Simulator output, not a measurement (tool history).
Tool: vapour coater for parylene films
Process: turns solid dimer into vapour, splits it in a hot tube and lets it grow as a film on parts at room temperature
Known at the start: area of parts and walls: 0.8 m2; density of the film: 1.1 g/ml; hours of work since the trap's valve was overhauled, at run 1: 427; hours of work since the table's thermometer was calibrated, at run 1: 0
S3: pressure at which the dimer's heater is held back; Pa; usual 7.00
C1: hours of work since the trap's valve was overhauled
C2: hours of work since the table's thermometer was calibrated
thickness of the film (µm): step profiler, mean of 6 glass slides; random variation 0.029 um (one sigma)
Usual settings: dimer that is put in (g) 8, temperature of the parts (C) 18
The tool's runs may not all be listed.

run 1 hour=0.0 | dimer_that_is_put_in_(g)=8 temperature_of_the_parts_(C)=18 S3=7.00 | C1=427 C2=0 | thickness_of_the_film_(µm)=5.03
run 2 hour=34.2 | dimer_that_is_put_in_(g)=4 temperature_of_the_parts_(C)=18 S3=7.00 | C1=449 C2=21 | thickness_of_the_film_(µm)=2.52
-- hour=76.8 trap's valve overhauled
run 3 hour=109.4 | dimer_that_is_put_in_(g)=4 temperature_of_the_parts_(C)=18 S3=7.00 | C1=20 C2=65 | thickness_of_the_film_(µm)=2.68
run 4 hour=161.9 | dimer_that_is_put_in_(g)=4 temperature_of_the_parts_(C)=18 S3=7.00 | C1=53 C2=98 | thickness_of_the_film_(µm)=2.68
run 5 hour=200.8 | dimer_that_is_put_in_(g)=8 temperature_of_the_parts_(C)=18 S3=7.00 | C1=77 C2=122 | thickness_of_the_film_(µm)=5.38
run 6 hour=266.1 | dimer_that_is_put_in_(g)=8 temperature_of_the_parts_(C)=18 S3=7.00 | C1=117 C2=162 | thickness_of_the_film_(µm)=5.38
run 7 hour=303.3 | dimer_that_is_put_in_(g)=8 temperature_of_the_parts_(C)=18 S3=7.00 | C1=140 C2=185 | thickness_of_the_film_(µm)=5.32
run 8 hour=375.8 | dimer_that_is_put_in_(g)=8 temperature_of_the_parts_(C)=18 S3=7.00 | C1=185 C2=230 | thickness_of_the_film_(µm)=5.30
run 9 hour=408.8 | dimer_that_is_put_in_(g)=8 temperature_of_the_parts_(C)=12 S3=7.00 | C1=205 C2=250 | thickness_of_the_film_(µm)=6.25
run 10 hour=470.2 | dimer_that_is_put_in_(g)=4 temperature_of_the_parts_(C)=12 S3=7.00 | C1=243 C2=288 | thickness_of_the_film_(µm)=3.12
-- hour=474.4 table's thermometer calibrated
run 11 hour=528.2 | dimer_that_is_put_in_(g)=4 temperature_of_the_parts_(C)=12 S3=7.00 | C1=278 C2=33 | thickness_of_the_film_(µm)=3.19
run 12 hour=597.3 | dimer_that_is_put_in_(g)=4 temperature_of_the_parts_(C)=18 S3=7.00 | C1=321 C2=76 | thickness_of_the_film_(µm)=2.59
run 13 hour=630.9 | dimer_that_is_put_in_(g)=4 temperature_of_the_parts_(C)=18 S3=7.00 | C1=342 C2=97 | thickness_of_the_film_(µm)=2.58
run 14 hour=667.9 | dimer_that_is_put_in_(g)=4 temperature_of_the_parts_(C)=18 S3=7.00 | C1=365 C2=120 | thickness_of_the_film_(µm)=2.58
run 15 hour=708.4 | dimer_that_is_put_in_(g)=8 temperature_of_the_parts_(C)=18 S3=7.00 | C1=390 C2=145 | thickness_of_the_film_(µm)=5.13
run 16 hour=763.7 | dimer_that_is_put_in_(g)=8 temperature_of_the_parts_(C)=18 S3=7.00 | C1=424 C2=179 | thickness_of_the_film_(µm)=5.10
-- hour=771.9 table's thermometer calibrated, once more
run 17 hour=833.6 | dimer_that_is_put_in_(g)=8 temperature_of_the_parts_(C)=18 S3=7.00 | C1=466 C2=38 | thickness_of_the_film_(µm)=4.96
-- hour=850.6 trap's valve overhauled
run 18 hour=898.4 | dimer_that_is_put_in_(g)=8 temperature_of_the_parts_(C)=18 S3=7.00 | C1=29 C2=76 | thickness_of_the_film_(µm)=5.34
run 19 hour=964.3 | dimer_that_is_put_in_(g)=8 temperature_of_the_parts_(C)=18 S3=7.00 | C1=70 C2=116 | thickness_of_the_film_(µm)=5.29
run 20 hour=1033.5 | dimer_that_is_put_in_(g)=8 temperature_of_the_parts_(C)=10 S3=7.00 | C1=113 C2=159 | thickness_of_the_film_(µm)=6.77
run 21 hour=1101.7 | dimer_that_is_put_in_(g)=8 temperature_of_the_parts_(C)=10 S3=7.00 | C1=155 C2=201 | thickness_of_the_film_(µm)=6.76
run 22 hour=1165.2 | dimer_that_is_put_in_(g)=8 temperature_of_the_parts_(C)=10 S3=5.58 | C1=194 C2=241 | thickness_of_the_film_(µm)=7.04
run 23 hour=1220.5 | dimer_that_is_put_in_(g)=4 temperature_of_the_parts_(C)=18 S3=8.47 | C1=229 C2=275 | thickness_of_the_film_(µm)=2.45
run 24 hour=1273.8 | dimer_that_is_put_in_(g)=4 temperature_of_the_parts_(C)=18 S3=8.47 | C1=262 C2=308 | thickness_of_the_film_(µm)=2.47
run 25 hour=1318.0 | dimer_that_is_put_in_(g)=8 temperature_of_the_parts_(C)=28 S3=7.00 | C1=289 C2=335 | thickness_of_the_film_(µm)=3.72
run 26 hour=1384.0 | dimer_that_is_put_in_(g)=8 temperature_of_the_parts_(C)=28 S3=7.00 | C1=330 C2=376 | thickness_of_the_film_(µm)=3.72
run 27 hour=1437.5 | dimer_that_is_put_in_(g)=3 temperature_of_the_parts_(C)=28 S3=7.00 | C1=363 C2=409 | thickness_of_the_film_(µm)=1.40
run 28 hour=1505.8 | dimer_that_is_put_in_(g)=3 temperature_of_the_parts_(C)=28 S3=7.00 | C1=405 C2=451 | thickness_of_the_film_(µm)=1.37
run 29 hour=1536.9 | dimer_that_is_put_in_(g)=3 temperature_of_the_parts_(C)=28 S3=4.79 | C1=424 C2=470 | thickness_of_the_film_(µm)=1.50
run 30 hour=1590.3 | dimer_that_is_put_in_(g)=10 temperature_of_the_parts_(C)=25 S3=11.98 | C1=457 C2=503 | thickness_of_the_film_(µm)=4.47
-- hour=1617.8 trap's valve overhauled
run 31 hour=1660.8 | dimer_that_is_put_in_(g)=10 temperature_of_the_parts_(C)=25 S3=11.98 | C1=27 C2=544 | thickness_of_the_film_(µm)=4.77
run 32 hour=1717.7 | dimer_that_is_put_in_(g)=10 temperature_of_the_parts_(C)=28 S3=11.98 | C1=62 C2=580 | thickness_of_the_film_(µm)=4.32
run 33 hour=1785.4 | dimer_that_is_put_in_(g)=10 temperature_of_the_parts_(C)=28 S3=11.98 | C1=104 C2=621 | thickness_of_the_film_(µm)=4.25
run 34 hour=1836.4 | dimer_that_is_put_in_(g)=10 temperature_of_the_parts_(C)=28 S3=11.98 | C1=135 C2=653 | thickness_of_the_film_(µm)=4.27

Forecast each of these 3 alternatives for the next run:
run A hour=1907.9 | dimer_that_is_put_in_(g)=4 temperature_of_the_parts_(C)=18 S3=4.61 | C1=179 C2=697 | thickness_of_the_film_(µm)=?
run B hour=1907.9 | dimer_that_is_put_in_(g)=5 temperature_of_the_parts_(C)=12 S3=5.73 | C1=179 C2=697 | thickness_of_the_film_(µm)=?
run C hour=1907.9 | dimer_that_is_put_in_(g)=8 temperature_of_the_parts_(C)=16 S3=3.51 | C1=179 C2=697 | thickness_of_the_film_(µm)=?

run=A thickness_of_the_film_(µm)=2.87
run=B thickness_of_the_film_(µm)=4.14
run=C thickness_of_the_film_(µm)=6.64
Without the tool's hidden state the same runs would have given:
run=A thickness_of_the_film_(µm)=2.94
run=B thickness_of_the_film_(µm)=4.22
run=C thickness_of_the_film_(µm)=6.78
